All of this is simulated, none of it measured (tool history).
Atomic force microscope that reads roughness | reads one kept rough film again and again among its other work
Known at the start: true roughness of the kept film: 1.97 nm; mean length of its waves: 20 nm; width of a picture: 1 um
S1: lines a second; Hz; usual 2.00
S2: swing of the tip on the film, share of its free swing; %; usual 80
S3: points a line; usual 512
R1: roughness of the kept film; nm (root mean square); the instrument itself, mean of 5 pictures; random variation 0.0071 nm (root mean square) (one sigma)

Run 1, day 0.000: usual settings. Result: R1 1.478 nm (root mean square).
Run 2, day 2.958: usual settings. Result: R1 1.470 nm (root mean square).
At day 5.292: new tip fitted.
Run 3, day 6.300: usual settings. Result: R1 1.483 nm (root mean square).
Run 4, day 9.642: usual settings. Result: R1 1.483 nm (root mean square).
Run 5, day 11.742: usual settings. Result: R1 1.475 nm (root mean square).
Run 6, day 13.638: usual settings. Result: R1 1.467 nm (root mean square).
At day 15.571: new tip fitted.
Run 7, day 16.200: usual settings but S2 83 %. Result: R1 1.465 nm (root mean square).
Run 8, day 19.262: usual settings but S2 83 %. Result: R1 1.450 nm (root mean square).
Run 9, day 21.621: usual settings but S2 83 %, S3 313. Result: R1 1.432 nm (root mean square).
Run 10, day 23.554: usual settings. Result: R1 1.473 nm (root mean square).
At day 25.738: new tip fitted.
Run 11, day 26.404: usual settings but S1 1.18 Hz. Result: R1 1.529 nm (root mean square).
Run 12, day 28.308: usual settings but S1 1.18 Hz. Result: R1 1.531 nm (root mean square).
Run 13, day 30.212: usual settings but S1 1.27 Hz, S3 364. Result: R1 1.504 nm (root mean square).
Run 14, day 32.967: usual settings but S1 1.27 Hz, S3 364. Result: R1 1.511 nm (root mean square).
Run 15, day 34.562: usual settings but S1 1.27 Hz, S3 276. Result: R1 1.488 nm (root mean square).
At day 35.962: new tip fitted.
Run 16, day 36.750: usual settings but S1 2.81 Hz, S2 57 %, S3 468. Result: R1 1.563 nm (root mean square).
Run 17, day 39.983: usual settings but S2 71 %. Result: R1 1.525 nm (root mean square).
Run 18, day 42.104: usual settings but S2 71 %. Result: R1 1.525 nm (root mean square).
Run 19, day 44.271: usual settings but S1 1.04 Hz, S2 76 %, S3 340. Result: R1 1.534 nm (root mean square).
At day 46.150: new tip fitted.
Run 20, day 46.267: usual settings but S1 2.53 Hz, S2 61 %. Result: R1 1.559 nm (root mean square).
Run 21, day 49.421: usual settings but S2 67 %, S3 289. Result: R1 1.524 nm (root mean square).
Run 22, day 52.279: usual settings but S1 1.85 Hz, S2 76 %, S3 944. Result: R1 1.521 nm (root mean square).
Run 23, day 54.125: usual settings but S2 69 %. Result: R1 1.550 nm (root mean square).

Forecast each of these 3 alternatives for the next run:
Run A, day 55.783: usual settings but S2 86 %, S3 924. Result: R1 ?.
Run B, day 55.783: usual settings but S1 1.38 Hz, S2 63 %, S3 845. Result: R1 ?.
Run C, day 55.783: usual settings but S1 2.59 Hz, S2 69 %, S3 277. Result: R1 ?.

run     R1
  A  1.425
  B  1.598
  C  1.490
Without the tool's hidden state the same runs would have given:
run     R1
  A  1.433
  B  1.607
  C  1.499
